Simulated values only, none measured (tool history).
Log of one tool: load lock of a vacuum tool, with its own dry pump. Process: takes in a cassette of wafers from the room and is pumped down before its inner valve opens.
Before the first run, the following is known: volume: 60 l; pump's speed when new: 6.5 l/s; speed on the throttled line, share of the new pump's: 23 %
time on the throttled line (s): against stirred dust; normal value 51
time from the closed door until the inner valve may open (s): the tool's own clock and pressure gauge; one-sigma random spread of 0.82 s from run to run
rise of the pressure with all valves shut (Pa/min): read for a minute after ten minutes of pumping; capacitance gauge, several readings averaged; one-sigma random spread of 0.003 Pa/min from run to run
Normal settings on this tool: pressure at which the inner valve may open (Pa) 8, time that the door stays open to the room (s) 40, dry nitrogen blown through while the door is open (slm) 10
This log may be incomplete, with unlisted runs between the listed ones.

run,day,time on the throttled line (s),pressure at which the inner valve may open (Pa),time that the door stays open to the room (s),dry nitrogen blown through while the door is open (slm),"incoming humidity of the room's air, %",time from the closed door until the inner valve may open (s),rise of the pressure with all valves shut (Pa/min)
1,0.000,51,8,40,10,46.5,127.6,0.024
2,6.150,51,8,40,10,44.7,128.1,0.021
3,11.550,51,8,40,10,43.1,128.8,0.027
4,16.946,51,8,40,10,50.2,126.0,0.029
5,23.475,51,8,40,19,43.8,128.1,0.028
6,29.667,63,8,40,10,45.4,138.3,0.019
7,34.425,63,8,40,10,45.0,136.5,0.026
8,38.029,51,8,40,16,45.1,128.1,0.019
9,42.204,51,8,40,16,46.9,128.3,0.020
10,46.721,51,8,40,35,43.2,127.9,0.012
11,50.388,51,8,40,35,41.5,128.5,0.013
12,54.154,51,8,40,35,44.4,127.2,0.015
13,58.583,51,8,40,35,47.8,127.5,0.012
14,62.679,51,8,30,35,44.4,128.7,0.016
15,67.579,51,8,30,35,46.0,127.5,0.015
16,71.821,51,8,40,10,46.9,129.2,0.019
17,76.421,51,8,40,10,45.7,126.9,0.023
18,80.929,51,8,181,8,49.3,127.3,0.088
19,87.096,51,8,181,8,47.4,127.9,0.086
20,93.704,98,8,181,29,47.9,164.0,0.049
21,96.792,26,8,181,9,45.5,109.5,0.082
22,99.721,26,8,181,9,43.4,108.4,0.073
23,105.417,80,7,40,5,48.6,149.7,0.030
24,108.412,51,8,40,35,44.8,128.0,0.014
25,111.412,51,12,40,6,43.1,124.4,0.025
26,114.671,51,13,130,6,43.2,124.6,0.062
27,121.504,51,11,40,38,42.7,125.2,0.011
28,125.150,51,11,40,38,48.7,125.9,0.008
29,128.946,51,11,70,10,43.2,124.7,0.038
30,133.183,51,11,70,10,43.3,124.3,0.038
31,137.925,77,11,70,11,48.9,145.1,0.043
32,144.504,29,12,32,9,43.3,105.6,0.023

Here are 3 independent what-if runs from the current tool condition. What would each one return?
A,148.342,29,12,54,15,44.0,?,?
B,148.342,29,13,32,4,45.3,?,?
C,148.342,35,12,40,34,48.1,?,?

run,time from the closed door until the inner valve may open (s),rise of the pressure with all valves shut (Pa/min)
A,107.9,0.023
B,106.6,0.029
C,111.7,0.012
Take away the tool's hidden state, keep each run's random variation, and the runs would have read:
run,time from the closed door until the inner valve may open (s),rise of the pressure with all valves shut (Pa/min)
A,107.9,0.023
B,106.6,0.029
C,111.6,0.011
